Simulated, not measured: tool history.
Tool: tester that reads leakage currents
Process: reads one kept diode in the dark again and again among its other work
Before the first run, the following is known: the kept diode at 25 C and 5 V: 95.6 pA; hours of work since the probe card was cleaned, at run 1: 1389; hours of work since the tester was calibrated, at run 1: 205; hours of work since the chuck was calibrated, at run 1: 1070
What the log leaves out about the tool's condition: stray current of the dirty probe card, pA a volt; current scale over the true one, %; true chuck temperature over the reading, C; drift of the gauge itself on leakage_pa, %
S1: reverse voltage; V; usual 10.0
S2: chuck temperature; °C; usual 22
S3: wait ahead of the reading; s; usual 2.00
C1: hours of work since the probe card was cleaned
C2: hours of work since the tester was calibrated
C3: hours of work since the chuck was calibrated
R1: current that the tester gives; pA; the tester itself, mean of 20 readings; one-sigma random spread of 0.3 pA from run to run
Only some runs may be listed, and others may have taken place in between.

| run | hour | S1 | S2 | S3 | C1 | C2 | C3 | R1 |
|---|---|---|---|---|---|---|---|---|
| 1 | 0.0 | 10.0 | 22 | 2.00 | 1389 | 205 | 1070 | 95.65 |
| 2 | 37.9 | 10.0 | 22 | 3.65 | 1415 | 231 | 1096 | 95.68 |
| 3 | 63.8 | 10.0 | 22 | 3.65 | 1433 | 249 | 1113 | 94.99 |
| 4 | 104.6 | 10.0 | 22 | 3.65 | 1461 | 277 | 1141 | 95.34 |
| 5 | 132.5 | 10.0 | 22 | 3.65 | 1480 | 296 | 1160 | 94.99 |
| 6 | 166.7 | 10.0 | 22 | 3.65 | 1503 | 319 | 1184 | 94.84 |
| 7 | 195.3 | 10.0 | 22 | 2.00 | 1523 | 339 | 1203 | 95.38 |
| 8 | 237.3 | 10.0 | 22 | 2.00 | 1551 | 368 | 1232 | 95.40 |
| 9 | 270.6 | 10.0 | 40 | 2.00 | 1574 | 390 | 1255 | 372.96 |
| 10 | 300.9 | 10.0 | 22 | 2.00 | 1595 | 411 | 1276 | 94.92 |
| 11 | 336.0 | 1.8 | 22 | 2.00 | 1619 | 435 | 1300 | 45.32 |
| 12 | 382.3 | 10.0 | 30 | 2.00 | 1650 | 467 | 1331 | 175.60 |
| 13 | 421.7 | 10.0 | 22 | 2.00 | 1677 | 494 | 1358 | 94.52 |
| 14 | 455.1 | 10.0 | 22 | 2.00 | 1700 | 516 | 1381 | 94.50 |
| 15 | 493.7 | 2.6 | 22 | 2.00 | 1727 | 543 | 1407 | 52.54 |
| 16 | 522.0 | 10.0 | 22 | 2.00 | 1746 | 562 | 1427 | 94.72 |
| 17 | 560.2 | 10.0 | 22 | 2.00 | 1772 | 588 | 1453 | 95.06 |
| 18 | 582.4 | 10.0 | 22 | 2.00 | 1787 | 603 | 1468 | 94.02 |
| 19 | 603.2 | 10.0 | 22 | 2.00 | 1801 | 618 | 1482 | 94.39 |
| 20 | 636.6 | 10.0 | 22 | 2.00 | 1824 | 640 | 1505 | 94.21 |
| 21 | 664.7 | 10.0 | 29 | 2.00 | 1843 | 660 | 1524 | 161.74 |
| 22 | 686.8 | 7.1 | 46 | 1.41 | 1859 | 675 | 1539 | 485.12 |
| 23 | 725.5 | 4.4 | 22 | 2.00 | 1885 | 701 | 1566 | 65.56 |
| 24 | 769.4 | 2.7 | 30 | 2.00 | 1915 | 731 | 1596 | 99.40 |
| 25 | 796.3 | 16.3 | 26 | 2.13 | 1933 | 750 | 1614 | 158.11 |
| 26 | 821.7 | 16.3 | 26 | 2.13 | 1951 | 767 | 1632 | 158.58 |
| 27 | 856.7 | 13.2 | 39 | 0.84 | 1975 | 791 | 1656 | 380.15 |
| 28 | 900.6 | 17.2 | 41 | 0.46 | 2005 | 821 | 1686 | 491.11 |
| 29 | 922.6 | 1.4 | 21 | 2.21 | 2020 | 836 | 1701 | 36.84 |
| 30 | 946.9 | 1.4 | 21 | 2.21 | 2036 | 853 | 1717 | 36.78 |
| 31 | 981.4 | 3.7 | 21 | 2.21 | 2060 | 876 | 1741 | 55.47 |
| 32 | 1006.8 | 3.7 | 21 | 2.21 | 2077 | 894 | 1758 | 55.62 |
| 33 | 1031.5 | 1.3 | 21 | 2.21 | 2094 | 910 | 1775 | 35.20 |
| 34 | 1062.5 | 16.4 | 22 | 1.69 | 2115 | 932 | 1796 | 117.43 |
| 35 | 1092.0 | 16.4 | 31 | 1.70 | 2136 | 952 | 1816 | 229.31 |
| 36 | 1112.0 | 10.0 | 21 | 5.00 | 2149 | 965 | 1830 | 86.02 |
| 37 | 1147.5 | 16.9 | 30 | 4.77 | 2173 | 990 | 1854 | 216.65 |
| 38 | 1179.4 | 16.9 | 30 | 4.77 | 2195 | 1012 | 1876 | 215.12 |
| 39 | 1212.0 | 16.9 | 29 | 8.53 | 2218 | 1034 | 1898 | 200.93 |
| 40 | 1238.8 | 10.0 | 22 | 1.02 | 2236 | 1052 | 1917 | 93.40 |
| 41 | 1277.8 | 10.0 | 22 | 2.35 | 2263 | 1079 | 1943 | 92.51 |

Measured minus without-hidden-state, run by run (identical run-to-run variation in each term; gauge scatter may differ):
| run | R1 |
|---|---|
| 1 | -4.32 |
| 2 | -4.43 |
| 3 | -4.44 |
| 4 | -4.57 |
| 5 | -4.60 |
| 6 | -4.65 |
| 7 | -4.74 |
| 8 | -4.85 |
| 9 | -30.53 |
| 10 | -4.97 |
| 11 | -4.09 |
| 12 | -13.38 |
| 13 | -5.24 |
| 14 | -5.30 |
| 15 | -4.80 |
| 16 | -5.46 |
| 17 | -5.58 |
| 18 | -5.55 |
| 19 | -5.64 |
| 20 | -5.70 |
| 21 | -13.55 |
| 22 | -49.41 |
| 23 | -5.80 |
| 24 | -10.90 |
| 25 | -9.94 |
| 26 | -10.06 |
| 27 | -38.06 |
| 28 | -49.03 |
| 29 | -4.33 |
| 30 | -4.35 |
| 31 | -5.50 |
| 32 | -5.58 |
| 33 | -4.36 |
| 34 | -5.34 |
| 35 | -20.48 |
| 36 | -5.68 |
| 37 | -18.81 |
| 38 | -18.86 |
| 39 | -17.06 |
| 40 | -6.92 |
| 41 | -6.95 |
